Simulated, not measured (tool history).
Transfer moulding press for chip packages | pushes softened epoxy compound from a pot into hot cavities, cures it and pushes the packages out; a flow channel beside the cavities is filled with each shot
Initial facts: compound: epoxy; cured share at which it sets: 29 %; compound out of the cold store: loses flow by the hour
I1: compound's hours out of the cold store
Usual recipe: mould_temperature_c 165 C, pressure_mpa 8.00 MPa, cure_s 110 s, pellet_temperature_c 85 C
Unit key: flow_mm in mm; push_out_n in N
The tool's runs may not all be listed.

Run 1, hour 0.0: usual settings; I1 27.9. Result: flow_mm 766 mm, push_out_n 452 N.
Run 2, hour 59.8: usual settings; I1 17.7. Result: flow_mm 795 mm, push_out_n 708 N.
At hour 138.9: cavities cleaned with cleaning compound and waxed.
Run 3, hour 138.9: usual settings; I1 8.9. Result: flow_mm 811 mm, push_out_n 441 N.
Run 4, hour 203.0: usual settings but pressure_mpa 7.69 MPa; I1 11.5. Result: flow_mm 784 mm, push_out_n 713 N.
Run 5, hour 244.0: usual settings but pressure_mpa 7.16 MPa; I1 21.1. Result: flow_mm 727 mm, push_out_n 801 N.
At hour 279.5: cavities cleaned with cleaning compound and waxed.
Run 6, hour 317.9: usual settings but pellet_temperature_c 88 C; I1 9.0. Result: flow_mm 787 mm, push_out_n 658 N.
Run 7, hour 359.6: usual settings; I1 39.0. Result: flow_mm 689 mm, push_out_n 734 N.
At hour 372.6: plunger's sealing rings changed.
At hour 422.0: cavities cleaned with cleaning compound and waxed.
Run 8, hour 422.0: usual settings but pressure_mpa 6.08 MPa; I1 31.8. Result: flow_mm 657 mm, push_out_n 428 N.
Run 9, hour 500.1: usual settings; I1 9.8. Result: flow_mm 823 mm, push_out_n 739 N.
At hour 560.0: cavities cleaned with cleaning compound and waxed.
Run 10, hour 571.6: usual settings; I1 32.1. Result: flow_mm 744 mm, push_out_n 507 N.
Run 11, hour 615.1: usual settings; I1 23.5. Result: flow_mm 760 mm, push_out_n 653 N.
Run 12, hour 656.5: usual settings; I1 11.8. Result: flow_mm 791 mm, push_out_n 784 N.
At hour 700.8: cavities cleaned with cleaning compound and waxed.
Run 13, hour 708.7: usual settings; I1 24.0. Result: flow_mm 743 mm, push_out_n 467 N.
At hour 773.4: plunger's sealing rings changed.
Run 14, hour 774.3: usual settings; I1 29.3. Result: flow_mm 768 mm, push_out_n 711 N.
Run 15, hour 824.4: usual settings; I1 43.3. Result: flow_mm 707 mm, push_out_n 769 N.
At hour 843.6: cavities cleaned with cleaning compound and waxed.
Run 16, hour 906.7: usual settings but mould_temperature_c 158 C, cure_s 126 s, pellet_temperature_c 79 C; I1 47.6. Result: flow_mm 721 mm, push_out_n 803 N.
Run 17, hour 968.1: usual settings but mould_temperature_c 158 C, cure_s 126 s, pellet_temperature_c 79 C; I1 31.9. Result: flow_mm 759 mm, push_out_n 969 N.
At hour 984.3: cavities cleaned with cleaning compound and waxed.
Run 18, hour 1045.0: usual settings but mould_temperature_c 158 C, cure_s 126 s, pellet_temperature_c 79 C; I1 35.1. Result: flow_mm 746 mm, push_out_n 807 N.
Run 19, hour 1105.9: usual settings but mould_temperature_c 158 C, pressure_mpa 8.75 MPa, cure_s 105 s, pellet_temperature_c 76 C; I1 22.6. Result: flow_mm 822 mm, push_out_n 1332 N.
At hour 1122.8: cavities cleaned with cleaning compound and waxed.
At hour 1160.7: mould's thermocouples calibrated.
Run 20, hour 1160.7: usual settings but mould_temperature_c 170 C, pressure_mpa 7.40 MPa, cure_s 131 s, pellet_temperature_c 95 C; I1 10.7. Result: flow_mm 732 mm, push_out_n 507 N.
At hour 1179.9: plunger's sealing rings changed.
Run 21, hour 1227.8: usual settings but mould_temperature_c 170 C; I1 43.8. Result: flow_mm 705 mm, push_out_n 674 N.
At hour 1269.1: cavities cleaned with cleaning compound and waxed.
Run 22, hour 1279.1: usual settings but mould_temperature_c 167 C, pressure_mpa 6.28 MPa, cure_s 107 s; I1 20.4. Result: flow_mm 696 mm, push_out_n 468 N.
Run 23, hour 1347.1: usual settings but mould_temperature_c 167 C, pressure_mpa 6.42 MPa, cure_s 116 s; I1 20.2. Result: flow_mm 684 mm, push_out_n 677 N.
Run 24, hour 1402.5: usual settings but mould_temperature_c 170 C, pressure_mpa 8.25 MPa, cure_s 132 s, pellet_temperature_c 82 C; I1 8.5. Result: flow_mm 808 mm, push_out_n 718 N.
At hour 1407.6: cavities cleaned with cleaning compound and waxed.
Run 25, hour 1475.1: usual settings but mould_temperature_c 168 C; I1 9.4. Result: flow_mm 784 mm, push_out_n 657 N.
Run 26, hour 1517.9: usual settings but mould_temperature_c 164 C, cure_s 91 s, pellet_temperature_c 89 C; I1 38.9. Result: flow_mm 703 mm, push_out_n 1165 N.
At hour 1549.9: cavities cleaned with cleaning compound and waxed.
Run 27, hour 1564.5: usual settings but mould_temperature_c 162 C, pressure_mpa 6.78 MPa, cure_s 91 s, pellet_temperature_c 91 C; I1 13.1. Result: flow_mm 725 mm, push_out_n 945 N.

A few steps of flow_mm between consecutive runs. Split each: what settings, incoming material and random variation would produce without the hidden state, and what is left over for the hidden state, along with gauge scatter present in only one of the two compared results (measured, and without hidden state):
The tool's hidden condition here consists of: true mould temperature over the reading, C; pressure that reaches the compound, % of what is set; grip of the stained cavities, % over clean ones'; drift of the gauge itself on flow_mm, %; drift of the gauge itself on push_out_n, %.
Run 7 -> 8: pressure_mpa 8.00 -> 6.08, plunger's sealing rings changed, cavities cleaned with cleaning compound and waxed. flow_mm -32 mm: hidden state +42, all else -74.
Run 8 -> 9: pressure_mpa 6.08 -> 8.00. flow_mm +166 mm: hidden state -14, all else +180.
Run 13 -> 14: plunger's sealing rings changed. flow_mm +25 mm: hidden state +41, all else -16.
Run 23 -> 24: mould_temperature_c 167 -> 170, pressure_mpa 6.42 -> 8.25, cure_s 116 -> 132, pellet_temperature_c 85 -> 82. flow_mm +124 mm: hidden state -13, all else +137.

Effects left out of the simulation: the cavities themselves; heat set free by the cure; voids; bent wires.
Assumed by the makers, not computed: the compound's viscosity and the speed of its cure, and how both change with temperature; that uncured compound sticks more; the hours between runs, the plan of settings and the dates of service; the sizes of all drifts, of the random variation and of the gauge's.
